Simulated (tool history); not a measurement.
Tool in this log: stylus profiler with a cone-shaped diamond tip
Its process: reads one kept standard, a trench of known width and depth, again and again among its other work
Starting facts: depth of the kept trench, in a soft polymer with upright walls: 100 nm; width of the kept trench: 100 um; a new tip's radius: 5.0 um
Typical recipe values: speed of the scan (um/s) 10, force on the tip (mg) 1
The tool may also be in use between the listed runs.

run,hour,speed of the scan (um/s),force on the tip (mg),depth of the trench (angstrom),width of the trench's floor (µm)
1,0,10,1,1005.1,97.78
2,8,10,1,1005.7,97.79
3,16.8,10,1,1006.5,97.76
4,31.9,10,1,1005.1,97.76
5,49.5,10,1,1005.5,97.79
6,68.9,10,1,1005.1,97.75
7,86.3,10,1,1005.1,97.73
8,96.1,14,1,1005.1,97.78
9,111.7,14,1,1004.7,97.74
10,124.3,3,0.57,1001.9,97.78
11,133.5,7,0.9,1004.9,97.75
12,145.8,10,0.46,1003.7,97.65
13,159.5,10,0.46,1003.1,97.69

Not shown: 2 entries that the log had between the listed runs. Between which runs, and how does the tool's hidden state differ before and after?
Between runs 9 and 10: height scale calibrated on a step standard (hour 114)
  radius of the tip, um: 6.39 -> 6.41; height scale over the true one, %: -0.128 -> -0.157
  what was measured, less what the result would be without the hidden state, depth of the trench (angstrom): -1.3 -> -1.6; width of the trench's floor (µm): -0.26 -> -0.26
Between runs 11 and 12: height scale calibrated on a step standard, once more (hour 142.5)
  radius of the tip, um: 6.43 -> 6.45; height scale over the true one, %: -0.159 -> -0.018
  what was measured, less what the result would be without the hidden state, depth of the trench (angstrom): -1.6 -> -0.2; width of the trench's floor (µm): -0.27 -> -0.27

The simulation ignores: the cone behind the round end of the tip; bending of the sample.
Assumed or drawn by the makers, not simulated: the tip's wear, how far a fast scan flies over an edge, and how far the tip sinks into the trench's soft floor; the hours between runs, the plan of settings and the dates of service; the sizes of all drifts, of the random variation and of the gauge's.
